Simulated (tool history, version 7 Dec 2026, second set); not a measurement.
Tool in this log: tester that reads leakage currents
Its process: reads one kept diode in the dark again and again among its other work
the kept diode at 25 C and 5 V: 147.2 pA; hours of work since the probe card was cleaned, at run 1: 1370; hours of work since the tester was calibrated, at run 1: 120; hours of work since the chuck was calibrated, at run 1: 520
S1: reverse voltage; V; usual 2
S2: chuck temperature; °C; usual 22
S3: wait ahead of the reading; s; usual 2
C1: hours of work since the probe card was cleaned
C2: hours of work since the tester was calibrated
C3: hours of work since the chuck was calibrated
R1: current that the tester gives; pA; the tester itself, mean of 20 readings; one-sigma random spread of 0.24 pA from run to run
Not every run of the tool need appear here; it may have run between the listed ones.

| run | hour | S1 | S2 | S3 | C1 | C2 | C3 | R1 |
|---|---|---|---|---|---|---|---|---|
| 1 | 0 | 2 | 22 | 2 | 1370 | 120 | 520 | 74.13 |
| 2 | 108.2 | 2 | 22 | 2 | 1419 | 169 | 569 | 74.12 |
| 3 | 176.9 | 2 | 22 | 2 | 1450 | 200 | 601 | 73.4 |
| 4 | 283.7 | 2 | 22 | 2 | 1499 | 249 | 649 | 73.1 |
|  | 387.2 | chuck's temperature calibrated |
| 5 | 428.7 | 2 | 22 | 2 | 1563 | 314 | 19 | 70.25 |
| 6 | 492.7 | 2 | 22 | 2 | 1592 | 343 | 48 | 69.46 |
| 7 | 613.2 | 2 | 22 | 2 | 1647 | 397 | 102 | 69.15 |
|  | 688.7 | chuck's temperature calibrated, once more |
| 8 | 708 | 2 | 22 | 2 | 1689 | 439 | 9 | 79.85 |
| 9 | 789.9 | 2 | 22 | 2 | 1726 | 476 | 46 | 79.82 |
|  | 910.4 | probe card cleaned and baked |
| 10 | 921.1 | 2.01 | 22 | 2 | 5 | 534 | 104 | 77.24 |
| 11 | 1067.7 | 2.01 | 22 | 2 | 71 | 600 | 170 | 76.71 |
| 12 | 1160.8 | 2.01 | 22 | 2 | 113 | 643 | 212 | 75.88 |
| 13 | 1308.8 | 2.01 | 22 | 2 | 180 | 710 | 279 | 75.1 |
| 14 | 1425.6 | 2.01 | 51 | 2 | 233 | 763 | 332 | 638.23 |
| 15 | 1563.3 | 2.01 | 51 | 2 | 296 | 825 | 395 | 633.7 |
| 16 | 1658.4 | 2.01 | 51 | 2 | 339 | 868 | 438 | 631.58 |
| 17 | 1760.4 | 2.01 | 51 | 2 | 385 | 914 | 484 | 629.83 |
| 18 | 1897 | 2.01 | 51 | 2 | 447 | 976 | 546 | 628.82 |
| 19 | 2045.9 | 2.01 | 51 | 2 | 514 | 1043 | 613 | 622.19 |

Expected results for the next run?
| 20 | 2196 | 1.19 | 22 | 0.9 | 582 | 1111 | 681 | ? |

{"run 20": {"R1": 57.15}}
Had the tool carried no hidden state, the very same run would have given R1 61.31 pA.
